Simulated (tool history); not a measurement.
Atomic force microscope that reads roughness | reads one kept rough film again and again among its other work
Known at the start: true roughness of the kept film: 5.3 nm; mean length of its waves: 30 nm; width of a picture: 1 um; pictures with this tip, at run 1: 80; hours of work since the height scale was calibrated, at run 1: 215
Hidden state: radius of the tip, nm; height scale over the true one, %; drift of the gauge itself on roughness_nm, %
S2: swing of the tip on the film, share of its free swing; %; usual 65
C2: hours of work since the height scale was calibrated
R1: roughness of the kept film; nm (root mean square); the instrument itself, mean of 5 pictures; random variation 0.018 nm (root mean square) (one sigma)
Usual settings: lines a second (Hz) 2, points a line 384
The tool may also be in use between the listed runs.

Run 1, day 0: usual settings; pictures with this tip 80; C2 215. Result: R1 3.315 nm (root mean square).
At day 0.179: new tip fitted.
Run 2, day 1.675: usual settings but points a line 947; pictures with this tip 53; C2 232. Result: R1 3.609 nm (root mean square).
At day 2.654: new tip fitted.
Run 3, day 3.333: usual settings but points a line 947; pictures with this tip 24; C2 250. Result: R1 3.934 nm (root mean square).
At day 5.096: new tip fitted.
Run 4, day 5.304: usual settings but points a line 947; pictures with this tip 8; C2 271. Result: R1 4.103 nm (root mean square).
Run 5, day 6.996: usual settings but points a line 947; pictures with this tip 67; C2 289. Result: R1 3.483 nm (root mean square).
At day 7.554: new tip fitted.
Run 6, day 9.362: usual settings but S2 56 %; pictures with this tip 64; C2 314. Result: R1 3.595 nm (root mean square).
At day 10.046: new tip fitted.
Run 7, day 11.042: usual settings but S2 56 %; pictures with this tip 35; C2 332. Result: R1 3.846 nm (root mean square).
At day 12.5: new tip fitted.
Run 8, day 13.217: usual settings but S2 56 %; pictures with this tip 25; C2 355. Result: R1 3.985 nm (root mean square).
At day 14.933: new tip fitted.
Run 9, day 14.971: usual settings but S2 56 %; pictures with this tip 1; C2 374. Result: R1 4.387 nm (root mean square).
Run 10, day 17.283: usual settings but S2 56 %; pictures with this tip 82; C2 398. Result: R1 3.325 nm (root mean square).
At day 17.479: new tip fitted.
Run 11, day 19.692: usual settings but S2 56 %; pictures with this tip 78; C2 424. Result: R1 3.435 nm (root mean square).
At day 20.062: new tip fitted.
Run 12, day 20.946: usual settings but S2 56 %; pictures with this tip 31; C2 437. Result: R1 3.9 nm (root mean square).
Run 13, day 22.204: usual settings but lines a second (Hz) 0.61, S2 70 %, points a line 459; pictures with this tip 76; C2 451. Result: R1 3.423 nm (root mean square).
At day 22.6: new tip fitted.
Run 14, day 23.362: usual settings but lines a second (Hz) 0.61, S2 70 %, points a line 459; pictures with this tip 27; C2 463. Result: R1 4.047 nm (root mean square).
Run 15, day 24.592: usual settings but lines a second (Hz) 0.61, S2 70 %, points a line 459; pictures with this tip 70; C2 476. Result: R1 3.551 nm (root mean square).
At day 25.042: new tip fitted.
Run 16, day 27.029: usual settings but lines a second (Hz) 1.54, S2 73 %, points a line 297; pictures with this tip 70; C2 502. Result: R1 3.288 nm (root mean square).
At day 27.546: new tip fitted.
Run 17, day 28.917: usual settings but lines a second (Hz) 2.23, S2 68 %, points a line 356; pictures with this tip 48; C2 522. Result: R1 3.592 nm (root mean square).
At day 30.108: new tip fitted.
Run 18, day 30.712: usual settings but points a line 532; pictures with this tip 21; C2 541. Result: R1 4.036 nm (root mean square).
Run 19, day 32.104: usual settings but points a line 532; pictures with this tip 70; C2 556. Result: R1 3.442 nm (root mean square).

Run 20 comes next. What will it give?
At day 32.592: new tip fitted.
Run 20, day 33.346: usual settings but lines a second (Hz) 0.68, points a line 849; pictures with this tip 26; C2 569. Result: R1 ?.

R1: 4.057 nm (root mean square)
Without the tool's hidden state the same run would have given R1 4.443 nm (root mean square).
